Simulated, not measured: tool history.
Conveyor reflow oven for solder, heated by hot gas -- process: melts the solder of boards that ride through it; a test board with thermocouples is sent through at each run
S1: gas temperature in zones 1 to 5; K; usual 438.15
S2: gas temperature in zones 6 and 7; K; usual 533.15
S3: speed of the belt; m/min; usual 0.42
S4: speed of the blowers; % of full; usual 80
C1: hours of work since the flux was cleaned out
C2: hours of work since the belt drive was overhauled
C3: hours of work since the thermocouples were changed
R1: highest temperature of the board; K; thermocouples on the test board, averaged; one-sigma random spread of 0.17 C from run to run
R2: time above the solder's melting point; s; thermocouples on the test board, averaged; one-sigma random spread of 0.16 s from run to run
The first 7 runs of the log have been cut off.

run 8 hour=485.1 | S1=438.15 S2=535.15 S3=0.42 S4=80 | C1=78 C2=194 C3=528 | R1=521.75 R2=59.3
run 9 hour=529.3 | S1=438.15 S2=535.15 S3=0.42 S4=80 | C1=98 C2=215 C3=548 | R1=521.85 R2=59.3
run 10 hour=585.3 | S1=438.15 S2=533.15 S3=0.42 S4=80 | C1=124 C2=240 C3=574 | R1=520.35 R2=57.4
run 11 hour=649.6 | S1=438.15 S2=533.15 S3=0.42 S4=80 | C1=154 C2=270 C3=603 | R1=520.65 R2=57.4
run 12 hour=728.5 | S1=427.15 S2=533.15 S3=0.42 S4=80 | C1=190 C2=306 C3=640 | R1=518.65 R2=52.3
run 13 hour=787.5 | S1=427.15 S2=533.15 S3=0.42 S4=80 | C1=217 C2=333 C3=667 | R1=518.35 R2=52.3
run 14 hour=858.1 | S1=427.15 S2=533.15 S3=0.42 S4=80 | C1=250 C2=366 C3=699 | R1=518.55 R2=52.5
-- hour=885.8 flux residue cleaned out of gas plates and filters
run 15 hour=903.9 | S1=427.15 S2=533.15 S3=0.42 S4=80 | C1=8 C2=384 C3=718 | R1=518.65 R2=52.4
run 16 hour=973.8 | S1=427.15 S2=531.15 S3=0.42 S4=89 | C1=40 C2=417 C3=750 | R1=518.25 R2=52.6
run 17 hour=1050.3 | S1=427.15 S2=531.15 S3=0.42 S4=89 | C1=76 C2=452 C3=785 | R1=518.05 R2=52.8
run 18 hour=1140.1 | S1=438.15 S2=545.15 S3=0.389 S4=80 | C1=117 C2=493 C3=827 | R1=533.25 R2=73.1
run 19 hour=1179.9 | S1=438.15 S2=545.15 S3=0.452 S4=80 | C1=135 C2=511 C3=845 | R1=528.85 R2=59.2
run 20 hour=1243.6 | S1=445.15 S2=533.15 S3=0.398 S4=57 | C1=165 C2=541 C3=874 | R1=518.75 R2=61.8
run 21 hour=1324.1 | S1=445.15 S2=533.15 S3=0.398 S4=57 | C1=202 C2=578 C3=911 | R1=519.05 R2=61.6
run 22 hour=1373.3 | S1=445.15 S2=533.15 S3=0.398 S4=57 | C1=224 C2=600 C3=934 | R1=518.85 R2=61.7
run 23 hour=1433.6 | S1=438.15 S2=533.15 S3=0.428 S4=85 | C1=252 C2=628 C3=962 | R1=520.55 R2=56.7
-- hour=1453.5 flux residue cleaned out of gas plates and filters
run 24 hour=1513.6 | S1=434.15 S2=533.15 S3=0.442 S4=85 | C1=28 C2=663 C3=996 | R1=518.55 R2=52
run 25 hour=1559.2 | S1=434.15 S2=533.15 S3=0.442 S4=85 | C1=49 C2=684 C3=1017 | R1=519.15 R2=51.8
run 26 hour=1600.1 | S1=432.15 S2=533.15 S3=0.42 S4=80 | C1=67 C2=702 C3=1036 | R1=519.45 R2=54.8
run 27 hour=1653.8 | S1=438.15 S2=543.15 S3=0.42 S4=85 | C1=92 C2=727 C3=1061 | R1=529.95 R2=65.5
run 28 hour=1721.3 | S1=444.15 S2=544.15 S3=0.489 S4=80 | C1=123 C2=758 C3=1092 | R1=526.15 R2=54.1
run 29 hour=1764.1 | S1=444.15 S2=544.15 S3=0.489 S4=50 | C1=143 C2=778 C3=1111 | R1=518.95 R2=47.1
-- hour=1789.9 belt drive overhauled, speed set with a stopwatch
run 30 hour=1832.5 | S1=444.15 S2=544.15 S3=0.489 S4=50 | C1=172 C2=20 C3=1141 | R1=519.55 R2=47.3

Consider 4 possible next runs. They are alternatives, not a sequence: every one starts from the tool as it was left by run 30. What does each give?
run A hour=1903.4 | S1=444.15 S2=525.15 S3=0.359 S4=80 | C1=205 C2=52 C3=1174 | R1=? R2=?
run B hour=1903.4 | S1=444.15 S2=529.15 S3=0.489 S4=50 | C1=205 C2=52 C3=1174 | R1=? R2=?
run C hour=1903.4 | S1=431.15 S2=532.15 S3=0.489 S4=50 | C1=205 C2=52 C3=1174 | R1=? R2=?
run D hour=1903.4 | S1=450.15 S2=533.15 S3=0.475 S4=86 | C1=205 C2=52 C3=1174 | R1=? R2=?

run=A R1=517.55 R2=69.8
run=B R1=506.75 R2=34.2
run=C R1=506.25 R2=29.3
run=D R1=519.45 R2=53.6
With the hidden condition removed and each run's random variation left untouched, the same runs would have given:
run=A R1=517.45 R2=69.7
run=B R1=506.75 R2=34.1
run=C R1=506.25 R2=29.2
run=D R1=519.35 R2=53.6
